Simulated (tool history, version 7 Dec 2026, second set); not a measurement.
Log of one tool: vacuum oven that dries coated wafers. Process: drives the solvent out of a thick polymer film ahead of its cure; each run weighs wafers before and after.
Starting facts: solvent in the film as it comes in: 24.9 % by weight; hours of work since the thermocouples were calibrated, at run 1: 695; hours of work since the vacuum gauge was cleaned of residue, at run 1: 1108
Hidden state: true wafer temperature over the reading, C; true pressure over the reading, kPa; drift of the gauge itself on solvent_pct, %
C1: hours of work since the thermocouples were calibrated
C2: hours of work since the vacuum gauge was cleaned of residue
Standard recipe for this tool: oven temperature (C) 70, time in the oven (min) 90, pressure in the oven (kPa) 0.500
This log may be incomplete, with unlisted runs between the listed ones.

Run 1, hour 0.0: usual settings; C1 695; C2 1108. Result: solvent left in the film (%) 1.31.
Run 2, hour 43.5: usual settings; C1 713; C2 1126. Result: solvent left in the film (%) 1.28.
Run 3, hour 76.3: usual settings; C1 727; C2 1140. Result: solvent left in the film (%) 1.26.
Run 4, hour 118.3: usual settings but oven temperature (C) 64; C1 744; C2 1157. Result: solvent left in the film (%) 3.34.
Run 5, hour 141.3: usual settings but oven temperature (C) 64; C1 754; C2 1167. Result: solvent left in the film (%) 3.32.
Run 6, hour 175.2: usual settings; C1 768; C2 1181. Result: solvent left in the film (%) 1.31.
Run 7, hour 195.5: usual settings but time in the oven (min) 110; C1 777; C2 1190. Result: solvent left in the film (%) 0.81.
At hour 220.2: vacuum gauge cleaned of residue and calibrated.
Run 8, hour 229.6: usual settings but time in the oven (min) 110; C1 790; C2 4. Result: solvent left in the film (%) 0.66.
Run 9, hour 268.3: usual settings but time in the oven (min) 61; C1 806; C2 20. Result: solvent left in the film (%) 2.65.
Run 10, hour 304.1: usual settings but time in the oven (min) 61; C1 821; C2 35. Result: solvent left in the film (%) 2.63.
Run 11, hour 339.7: usual settings but time in the oven (min) 61; C1 836; C2 50. Result: solvent left in the film (%) 2.61.
Run 12, hour 381.9: usual settings but time in the oven (min) 61; C1 854; C2 67. Result: solvent left in the film (%) 2.62.
Run 13, hour 421.0: usual settings but time in the oven (min) 61; C1 870; C2 84. Result: solvent left in the film (%) 2.61.
Run 14, hour 465.9: usual settings but time in the oven (min) 61; C1 889; C2 102. Result: solvent left in the film (%) 2.64.
Run 15, hour 493.8: usual settings but pressure in the oven (kPa) 0.281; C1 900; C2 114. Result: solvent left in the film (%) 0.99.
Run 16, hour 529.4: usual settings but pressure in the oven (kPa) 0.281; C1 915; C2 129. Result: solvent left in the film (%) 1.00.
Run 17, hour 567.1: usual settings but pressure in the oven (kPa) 0.281; C1 931; C2 145. Result: solvent left in the film (%) 0.99.
Run 18, hour 600.5: usual settings but pressure in the oven (kPa) 0.281; C1 945; C2 159. Result: solvent left in the film (%) 0.98.
Run 19, hour 619.7: usual settings but pressure in the oven (kPa) 0.281; C1 953; C2 167. Result: solvent left in the film (%) 0.99.
Run 20, hour 647.6: usual settings but pressure in the oven (kPa) 0.281; C1 964; C2 178. Result: solvent left in the film (%) 1.00.
Run 21, hour 670.9: usual settings; C1 974; C2 188. Result: solvent left in the film (%) 1.07.
Run 22, hour 703.1: usual settings; C1 988; C2 201. Result: solvent left in the film (%) 1.11.
Run 23, hour 742.6: usual settings; C1 1004; C2 218. Result: solvent left in the film (%) 1.09.
Run 24, hour 761.8: usual settings; C1 1012; C2 226. Result: solvent left in the film (%) 1.08.
Run 25, hour 801.8: usual settings but oven temperature (C) 74, time in the oven (min) 150, pressure in the oven (kPa) 0.276; C1 1029; C2 242. Result: solvent left in the film (%) 0.18.
Run 26, hour 839.4: usual settings but oven temperature (C) 71, time in the oven (min) 119; C1 1044; C2 258. Result: solvent left in the film (%) 0.49.
Run 27, hour 881.7: usual settings but oven temperature (C) 67, time in the oven (min) 57, pressure in the oven (kPa) 0.549; C1 1062; C2 276. Result: solvent left in the film (%) 4.31.
Run 28, hour 924.7: usual settings but oven temperature (C) 75, time in the oven (min) 62, pressure in the oven (kPa) 0.947; C1 1080; C2 294. Result: solvent left in the film (%) 1.15.
Run 29, hour 968.1: usual settings but pressure in the oven (kPa) 1.147; C1 1098; C2 312. Result: solvent left in the film (%) 1.36.
Run 30, hour 1002.0: usual settings but pressure in the oven (kPa) 1.147; C1 1112; C2 326. Result: solvent left in the film (%) 1.35.
Run 31, hour 1026.3: usual settings but oven temperature (C) 64, time in the oven (min) 62, pressure in the oven (kPa) 1.030; C1 1122; C2 336. Result: solvent left in the film (%) 5.53.
Run 32, hour 1063.5: usual settings but pressure in the oven (kPa) 1.344; C1 1138; C2 352. Result: solvent left in the film (%) 1.42.
Run 33, hour 1091.8: usual settings but pressure in the oven (kPa) 1.344; C1 1150; C2 363. Result: solvent left in the film (%) 1.45.
Run 34, hour 1114.5: usual settings but oven temperature (C) 78, pressure in the oven (kPa) 0.718; C1 1159; C2 373. Result: solvent left in the film (%) 0.32.
Run 35, hour 1158.7: usual settings but oven temperature (C) 65, time in the oven (min) 79, pressure in the oven (kPa) 0.521; C1 1178; C2 391. Result: solvent left in the film (%) 3.24.
Run 36, hour 1182.4: usual settings but oven temperature (C) 65, time in the oven (min) 79, pressure in the oven (kPa) 0.521; C1 1187; C2 401. Result: solvent left in the film (%) 3.24.
Run 37, hour 1205.6: usual settings but time in the oven (min) 56, pressure in the oven (kPa) 0.866; C1 1197; C2 411. Result: solvent left in the film (%) 3.05.
Run 38, hour 1246.1: usual settings but pressure in the oven (kPa) 0.885; C1 1214; C2 428. Result: solvent left in the film (%) 1.22.
Run 39, hour 1269.6: usual settings but oven temperature (C) 64, time in the oven (min) 82, pressure in the oven (kPa) 1.823; C1 1224; C2 437. Result: solvent left in the film (%) 4.10.
Run 40, hour 1298.7: usual settings but oven temperature (C) 64, time in the oven (min) 105, pressure in the oven (kPa) 1.823; C1 1236; C2 450. Result: solvent left in the film (%) 2.87.
Run 41, hour 1333.5: usual settings but pressure in the oven (kPa) 1.249; C1 1250; C2 464. Result: solvent left in the film (%) 1.43.
Run 42, hour 1369.7: usual settings but pressure in the oven (kPa) 1.249; C1 1266; C2 479. Result: solvent left in the film (%) 1.40.
Run 43, hour 1399.7: usual settings but oven temperature (C) 83, time in the oven (min) 118, pressure in the oven (kPa) 0.786; C1 1278; C2 492. Result: solvent left in the film (%) 0.23.
Run 44, hour 1436.2: usual settings but oven temperature (C) 71, time in the oven (min) 102, pressure in the oven (kPa) 1.408; C1 1293; C2 507. Result: solvent left in the film (%) 1.02.
Run 45, hour 1461.2: usual settings but oven temperature (C) 71, time in the oven (min) 102, pressure in the oven (kPa) 1.823; C1 1304; C2 517. Result: solvent left in the film (%) 1.19.
Run 46, hour 1490.1: usual settings but time in the oven (min) 143, pressure in the oven (kPa) 0.650; C1 1316; C2 529. Result: solvent left in the film (%) 0.51.
Run 47, hour 1529.9: usual settings but oven temperature (C) 78, time in the oven (min) 121; C1 1332; C2 546. Result: solvent left in the film (%) 0.23.
Run 48, hour 1561.0: usual settings but oven temperature (C) 63, time in the oven (min) 121; C1 1345; C2 559. Result: solvent left in the film (%) 1.92.

Below are 3 alternative next runs, each starting from the tool's condition after run 48. Predict each:
Run A, hour 1596.2: usual settings but oven temperature (C) 63, time in the oven (min) 155; C1 1360; C2 574. Result: solvent left in the film (%) ?.
Run B, hour 1596.2: usual settings but oven temperature (C) 68, time in the oven (min) 121, pressure in the oven (kPa) 1.835; C1 1360; C2 574. Result: solvent left in the film (%) ?.
Run C, hour 1596.2: usual settings but time in the oven (min) 68, pressure in the oven (kPa) 0.259; C1 1360; C2 574. Result: solvent left in the film (%) ?.

run  solvent left in the film (%)
  A                          1.13
  B                          1.39
  C                          1.90
With no hidden state in the tool, these same runs would have given:
run  solvent left in the film (%)
  A                          1.47
  B                          1.67
  C                          2.50
